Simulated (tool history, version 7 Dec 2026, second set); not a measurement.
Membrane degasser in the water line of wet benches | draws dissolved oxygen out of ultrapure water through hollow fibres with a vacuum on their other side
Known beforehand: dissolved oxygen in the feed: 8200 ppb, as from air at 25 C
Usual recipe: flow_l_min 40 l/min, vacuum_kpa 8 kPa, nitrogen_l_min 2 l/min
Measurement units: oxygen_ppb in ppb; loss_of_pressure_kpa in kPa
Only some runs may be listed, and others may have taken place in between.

run	hour	flow_l_min	vacuum_kpa	nitrogen_l_min	oxygen_ppb	loss_of_pressure_kpa
1	0	40	8	2	264.8	25.49
2	94.5	40	8	2	265	25.43
3	163.7	40	8	3.17	196.8	25.58
4	292.8	40	8	0.98	432.3	25.47
5	349.9	40	8	0.98	430.7	25.55
6	422.1	40	8	3.21	195.5	25.57
7	481.5	26	8	3.21	104.9	16.53
8	556	26	5.46	3.21	55.7	16.55
9	647.6	26	5.46	3.21	55.3	16.56
10	749.5	40	8	4.24	164.2	25.53
11	809.6	40	8	3.98	170.9	25.55
12	901.5	40	8	2	266.2	25.56
13	998.8	27	18.98	3.33	315.7	17.24
14	1102.5	27	18.98	0.84	973.8	17.31
15	1209.5	46	13.09	2	559.2	29.41
# hour 1285.8: seals of the vacuum lines changed
16	1313.8	46	13.09	2	557.6	29.41
17	1441.1	33	16.55	0.89	947.1	21.09
18	1533.3	26	8.7	3.73	103.1	16.61
19	1630.3	26	8.7	3.73	103	16.64
20	1707.9	24	8	2	141.3	15.47
21	1795.3	42	19.05	1.71	835.2	26.84
22	1919.1	42	19.05	1.71	836.8	26.77
23	2018.9	54	11.43	1.71	655	34.51
24	2146.5	40	8	5.14	149	25.58

Forecast each of these 3 alternatives for the next run:
A	2234.6	32	8	5.14	?	?
B	2234.6	40	8	5.28	?	?
C	2234.6	39	13.73	0.92	?	?

run	oxygen_ppb	loss_of_pressure_kpa
A	98.9	20.43
B	146.2	25.53
C	863.4	24.99
With the hidden condition removed and each run's random variation left untouched, the same runs would have given:
run	oxygen_ppb	loss_of_pressure_kpa
A	95.1	20.1
B	140	25.11
C	854	24.58
